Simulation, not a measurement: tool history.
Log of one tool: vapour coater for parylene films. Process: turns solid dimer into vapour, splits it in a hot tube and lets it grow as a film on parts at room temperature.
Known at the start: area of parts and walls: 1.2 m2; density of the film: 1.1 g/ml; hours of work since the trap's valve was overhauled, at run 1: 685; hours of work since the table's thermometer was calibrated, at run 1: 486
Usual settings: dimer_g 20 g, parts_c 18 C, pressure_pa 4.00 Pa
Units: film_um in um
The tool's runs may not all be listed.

run,hour,dimer_g,parts_c,pressure_pa,hours of work since the trap's valve was overhauled,hours of work since the table's thermometer was calibrated,film_um
1,0.0,20,18,4.00,685,486,11.65
# hour 7.0: trap's valve overhauled
2,20.5,12,18,4.00,11,499,7.09
3,33.4,20,13,4.00,21,509,14.20
4,42.1,20,13,4.00,27,516,14.23
5,55.1,19,18,4.00,38,526,11.12
6,62.3,17,18,4.00,43,532,9.97
7,73.1,17,18,4.00,52,540,9.90
8,87.5,20,18,2.32,63,552,12.19
9,95.3,20,18,2.32,69,558,12.06
10,111.5,20,18,11.34,82,570,10.99
11,126.3,20,18,5.26,93,582,11.56
12,139.8,20,12,4.00,104,593,14.89
13,149.2,20,18,6.21,111,600,11.23
14,158.0,20,18,6.21,118,607,11.42
15,172.4,20,18,10.30,129,618,10.94
16,183.8,20,18,10.30,138,627,11.04
17,195.8,20,18,11.40,148,636,10.96
18,203.3,20,18,4.00,153,642,11.72
19,214.6,20,18,4.00,162,651,11.53
20,221.6,20,18,4.00,168,656,11.72
21,236.9,20,18,4.00,180,668,11.73
22,249.2,20,18,4.00,189,678,11.83
23,258.7,20,18,4.00,197,685,11.66
24,267.8,20,18,4.00,204,693,11.55
25,280.1,20,18,4.00,213,702,11.79
26,287.6,20,10,2.75,219,708,15.06
27,299.8,20,10,2.75,229,718,14.50
28,316.5,18,18,11.32,242,731,10.08
29,328.3,18,18,11.32,251,740,9.69
30,338.3,18,18,11.32,259,748,9.85
31,352.2,19,18,9.55,270,759,10.49
32,359.2,19,15,9.86,275,764,11.83
33,367.8,19,15,6.43,282,771,12.07
34,376.6,19,15,6.43,289,778,12.13
35,387.3,8,15,4.40,297,786,5.20
36,403.2,9,13,10.03,310,798,5.99
37,417.6,9,13,10.03,321,810,5.97
38,431.6,20,18,2.02,332,821,12.31
39,444.4,20,22,6.26,342,831,9.78
40,458.9,20,22,6.26,353,842,9.63
41,466.4,20,17,4.00,359,848,12.03
42,479.9,27,10,4.06,370,858,19.96
43,488.3,8,16,4.00,376,865,5.19
44,497.9,8,14,5.86,384,872,5.36
45,514.4,20,18,11.39,396,885,11.01
46,529.5,29,16,9.12,408,897,17.23
47,538.8,20,11,4.00,416,904,15.10
48,551.3,12,14,4.00,425,914,8.21

3 ways to go on from here, each from the tool as it stands after run 48. What would each give?
A,562.3,12,16,6.89,434,923,?
B,562.3,20,18,9.58,434,923,?
C,562.3,32,12,3.67,434,923,?

run,film_um
A,7.42
B,11.02
C,23.63
Without the tool's hidden state the same runs would have given:
run,film_um
A,7.43
B,11.04
C,23.65

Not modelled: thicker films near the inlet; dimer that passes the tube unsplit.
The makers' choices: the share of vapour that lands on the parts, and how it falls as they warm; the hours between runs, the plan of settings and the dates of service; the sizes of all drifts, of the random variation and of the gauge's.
